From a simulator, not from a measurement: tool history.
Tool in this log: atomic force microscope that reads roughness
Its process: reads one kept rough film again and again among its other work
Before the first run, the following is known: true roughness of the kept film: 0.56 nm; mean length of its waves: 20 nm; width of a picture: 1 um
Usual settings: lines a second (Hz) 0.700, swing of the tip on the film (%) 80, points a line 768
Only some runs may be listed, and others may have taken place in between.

| run | hour | lines a second (Hz) | swing of the tip on the film (%) | points a line | roughness of the kept film (nm (root mean square)) |
|---|---|---|---|---|---|
| 1 | 0.0 | 0.700 | 80 | 768 | 0.501 |
| 2 | 7.7 | 0.700 | 80 | 768 | 0.498 |
| 3 | 16.4 | 0.700 | 80 | 768 | 0.498 |
| 4 | 24.4 | 0.700 | 80 | 768 | 0.496 |
| 5 | 32.8 | 0.700 | 80 | 768 | 0.496 |
| 6 | 43.5 | 0.700 | 89 | 768 | 0.485 |
| 7 | 49.8 | 0.700 | 80 | 768 | 0.494 |
| 8 | 57.5 | 0.700 | 80 | 768 | 0.494 |
| 9 | 64.8 | 0.700 | 80 | 768 | 0.490 |
| 10 | 76.0 | 0.700 | 80 | 768 | 0.486 |
| 11 | 87.4 | 0.700 | 80 | 768 | 0.486 |
| 12 | 97.3 | 0.700 | 80 | 768 | 0.484 |
|  | 103.2 | new tip fitted |
| 13 | 108.2 | 0.700 | 80 | 768 | 0.512 |
| 14 | 119.6 | 0.700 | 80 | 768 | 0.507 |
| 15 | 125.1 | 0.751 | 80 | 768 | 0.507 |
| 16 | 130.6 | 0.751 | 80 | 768 | 0.504 |
| 17 | 137.4 | 0.751 | 80 | 768 | 0.502 |
| 18 | 148.7 | 0.700 | 80 | 768 | 0.502 |
| 19 | 154.7 | 0.700 | 80 | 768 | 0.501 |
| 20 | 161.6 | 1.154 | 80 | 768 | 0.483 |
| 21 | 172.6 | 0.700 | 89 | 768 | 0.489 |
| 22 | 184.4 | 0.700 | 80 | 768 | 0.497 |
| 23 | 191.5 | 0.777 | 80 | 768 | 0.491 |
| 24 | 201.2 | 0.777 | 80 | 768 | 0.495 |
| 25 | 206.0 | 0.700 | 80 | 768 | 0.494 |
| 26 | 215.9 | 0.700 | 80 | 768 | 0.492 |
| 27 | 225.8 | 0.700 | 80 | 411 | 0.485 |
| 28 | 230.9 | 0.700 | 80 | 411 | 0.485 |
| 29 | 240.9 | 0.700 | 80 | 411 | 0.484 |
| 30 | 246.0 | 0.700 | 80 | 770 | 0.489 |
| 31 | 251.8 | 0.528 | 69 | 888 | 0.502 |
|  | 257.5 | new tip fitted |
| 32 | 258.6 | 3.225 | 66 | 279 | 0.470 |
| 33 | 268.3 | 2.141 | 63 | 279 | 0.490 |
| 34 | 279.0 | 2.141 | 63 | 279 | 0.490 |
| 35 | 286.1 | 3.095 | 74 | 285 | 0.444 |
| 36 | 295.7 | 0.700 | 87 | 286 | 0.483 |
| 37 | 300.9 | 0.700 | 57 | 264 | 0.506 |
| 38 | 306.3 | 1.748 | 56 | 499 | 0.511 |
| 39 | 312.5 | 1.536 | 61 | 390 | 0.503 |
| 40 | 319.1 | 2.807 | 58 | 754 | 0.498 |
| 41 | 326.0 | 1.724 | 57 | 754 | 0.510 |
| 42 | 335.1 | 1.724 | 57 | 754 | 0.502 |
| 43 | 345.9 | 1.724 | 57 | 754 | 0.504 |
| 44 | 357.0 | 3.172 | 57 | 1006 | 0.492 |
| 45 | 365.2 | 1.996 | 57 | 865 | 0.500 |
| 46 | 376.8 | 0.924 | 71 | 768 | 0.496 |
| 47 | 384.8 | 0.924 | 71 | 768 | 0.492 |
| 48 | 391.1 | 0.924 | 71 | 768 | 0.495 |
| 49 | 399.8 | 0.700 | 75 | 768 | 0.492 |
| 50 | 408.2 | 0.600 | 61 | 287 | 0.493 |
|  | 411.7 | new tip fitted |
| 51 | 416.7 | 0.503 | 58 | 922 | 0.531 |
| 52 | 427.2 | 1.281 | 88 | 768 | 0.467 |

Results per run with the tool's hidden condition removed, run-to-run variation unchanged:
Hidden state present: radius of the tip, nm; height scale over the true one, %; drift of the gauge itself on roughness_nm, %.
| run | roughness of the kept film (nm (root mean square)) |
|---|---|
| 1 | 0.510 |
| 2 | 0.508 |
| 3 | 0.509 |
| 4 | 0.509 |
| 5 | 0.510 |
| 6 | 0.501 |
| 7 | 0.512 |
| 8 | 0.512 |
| 9 | 0.510 |
| 10 | 0.507 |
| 11 | 0.510 |
| 12 | 0.510 |
| 13 | 0.511 |
| 14 | 0.509 |
| 15 | 0.509 |
| 16 | 0.507 |
| 17 | 0.507 |
| 18 | 0.509 |
| 19 | 0.509 |
| 20 | 0.492 |
| 21 | 0.500 |
| 22 | 0.510 |
| 23 | 0.505 |
| 24 | 0.511 |
| 25 | 0.511 |
| 26 | 0.511 |
| 27 | 0.505 |
| 28 | 0.506 |
| 29 | 0.506 |
| 30 | 0.512 |
| 31 | 0.527 |
| 32 | 0.469 |
| 33 | 0.491 |
| 34 | 0.492 |
| 35 | 0.447 |
| 36 | 0.488 |
| 37 | 0.513 |
| 38 | 0.518 |
| 39 | 0.511 |
| 40 | 0.508 |
| 41 | 0.521 |
| 42 | 0.515 |
| 43 | 0.519 |
| 44 | 0.508 |
| 45 | 0.518 |
| 46 | 0.515 |
| 47 | 0.513 |
| 48 | 0.518 |
| 49 | 0.515 |
| 50 | 0.518 |
| 51 | 0.531 |
| 52 | 0.469 |
